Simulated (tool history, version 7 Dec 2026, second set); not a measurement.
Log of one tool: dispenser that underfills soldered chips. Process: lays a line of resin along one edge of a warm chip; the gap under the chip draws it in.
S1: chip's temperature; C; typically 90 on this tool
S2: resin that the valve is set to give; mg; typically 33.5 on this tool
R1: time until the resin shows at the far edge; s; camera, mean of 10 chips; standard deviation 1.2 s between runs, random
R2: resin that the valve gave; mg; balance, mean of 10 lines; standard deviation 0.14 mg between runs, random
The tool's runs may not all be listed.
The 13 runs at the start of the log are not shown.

run   hour   S1    S2     R1     R2
     147.6  -- new syringe of resin
     157.6  -- new syringe of resin
 14  159.9   90    32  149.6  30.18
       168  -- new syringe of resin
 15  168.2   90    32  129.3  29.89
     178.6  -- new syringe of resin
 16  181.4   90  33.5  152.8  31.36
     188.9  -- new syringe of resin
 17  196.6   90  33.5  202.2  31.17
     198.9  -- new syringe of resin
 18  207.4   90  33.5  219.5  30.91
     209.7  -- new syringe of resin
     217.1  -- dispensing valve cleaned and set on the balance
     221.1  -- new syringe of resin
 19  221.1   91    29  122.4   28.9
 20  229.7   89    29  231.1  28.65
     232.4  -- new syringe of resin
 21  241.7  100  30.1  168.9   29.8
       243  -- new syringe of resin
     253.3  -- new syringe of resin
 22    258  100  30.1  124.1  29.56
     263.9  -- new syringe of resin
 23  269.3  100  30.1  137.1  29.38
       275  -- new syringe of resin
 24  281.1   78  30.1  288.7  29.26
       285  -- new syringe of resin
     295.3  -- new syringe of resin
 25  295.9   91  30.1  129.2  28.89
     305.4  -- new syringe of resin
 26  310.1   95  30.3  149.9  29.39
     316.3  -- new syringe of resin
 27    319   89  36.5  158.2  34.78
       327  -- new syringe of resin
 28  332.5   90    33  183.6  31.69
     337.5  -- new syringe of resin
 29  344.5   80    43  279.6  40.91
     348.3  -- new syringe of resin
 30  357.1   87  28.9  260.4  27.34
     358.7  -- new syringe of resin
       369  -- new syringe of resin
 31  370.2  104  35.2   90.3  33.36
     379.1  -- new syringe of resin
 32  379.1   76  37.9  208.2  35.75
 33  387.8   91  34.5  219.8  32.18
     390.3  -- new syringe of resin
 34  396.1   91  34.5    182  32.08

3 options for the next run, each taken on its own from the tool as it stands now. Forecast them:
     400.3  -- new syringe of resin
     410.9  -- new syringe of resin
  A  412.9   87  39.4   ?   ?
     400.3  -- new syringe of resin
     410.9  -- new syringe of resin
  B  412.9  100  32.6   ?   ?
     400.3  -- new syringe of resin
     410.9  -- new syringe of resin
  C  412.9  105  34.5   ?   ?

run     R1     R2
  A  159.9  36.72
  B  108.8  30.27
  C   91.4  32.05
With no hidden state in the tool, these same runs would have given:
run     R1     R2
  A  121.7  39.64
  B     83  32.68
  C   70.3   34.6

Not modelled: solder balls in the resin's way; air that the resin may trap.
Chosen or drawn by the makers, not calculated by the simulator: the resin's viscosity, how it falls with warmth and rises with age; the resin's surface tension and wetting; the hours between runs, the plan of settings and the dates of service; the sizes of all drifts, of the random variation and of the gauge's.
